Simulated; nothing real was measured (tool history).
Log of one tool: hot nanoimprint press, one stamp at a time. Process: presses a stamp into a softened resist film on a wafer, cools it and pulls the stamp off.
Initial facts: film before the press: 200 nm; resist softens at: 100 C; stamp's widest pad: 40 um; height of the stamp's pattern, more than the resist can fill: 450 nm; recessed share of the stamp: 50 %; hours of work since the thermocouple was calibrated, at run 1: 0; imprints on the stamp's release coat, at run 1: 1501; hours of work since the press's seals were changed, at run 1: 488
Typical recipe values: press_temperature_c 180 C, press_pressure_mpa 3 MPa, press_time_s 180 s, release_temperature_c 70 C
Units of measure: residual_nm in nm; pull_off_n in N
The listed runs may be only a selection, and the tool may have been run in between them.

run	hour	press_temperature_c	press_pressure_mpa	press_time_s	release_temperature_c	hours of work since the thermocouple was calibrated	imprints on the stamp's release coat	hours of work since the press's seals were changed	residual_nm	pull_off_n
1	0	180	3	180	70	0	1501	488	105.2	142
2	15.6	180	3	180	70	9	1533	497	105.3	140
3	32.8	180	3	180	70	20	1567	508	105.2	137
4	48.7	180	3	180	70	29	1599	517	105.1	140
5	75.5	180	3	180	70	45	1653	533	105.2	137
6	93	180	3	107	70	55	1688	543	124.8	140
7	120.6	180	3	107	70	72	1743	560	125	143
8	138.8	180	3	107	70	83	1780	571	124.6	141
9	164.8	180	3	107	70	98	1832	586	124.9	140
10	181.9	180	3	107	70	108	1866	596	124.7	141
11	213.5	180	3	180	70	127	1930	615	105.2	139
# hour 242.2: stamp cleaned and given a new release coat
12	249.9	190	2.55	277	75	145	16	633	72.1	140
13	271.3	190	2.55	277	75	158	59	646	71.9	133
14	297.3	172	3	197	70	174	111	662	125.4	138
15	329.7	170	4.25	180	70	193	176	681	121.2	138
16	348.5	170	4.25	180	70	204	214	692	121.1	139
17	365.4	175	2.51	180	72	214	248	702	126.7	135
18	388.2	175	2.51	180	72	228	293	716	126.7	137
19	419.4	174	2.51	180	65	246	356	734	129.6	148
20	433.4	180	2.71	180	70	255	384	743	109.1	141
# hour 447.8: plate thermocouple calibrated
21	468	171	2.17	230	70	12	448	761	135.4	140
22	498.6	171	3.68	230	61	30	509	780	114.6	148

Branching from run 22: 5 alternative next runs. What would each branch give?
A	522	180	2.14	180	70	44	556	794	?	?
B	522	176	3.68	230	61	44	556	794	?	?
C	522	171	3.68	230	74	44	556	794	?	?
D	522	171	3.68	230	73	44	556	794	?	?
E	522	180	2.23	180	70	44	556	794	?	?

run	residual_nm	pull_off_n
A	118.8	140
B	99.3	149
C	114.2	136
D	114.6	139
E	117	138
The same runs, with their run-to-run variation unchanged, on a tool lacking any hidden condition would have given:
run	residual_nm	pull_off_n
A	118.8	140
B	99.3	148
C	114.2	136
D	114.5	138
E	117	138
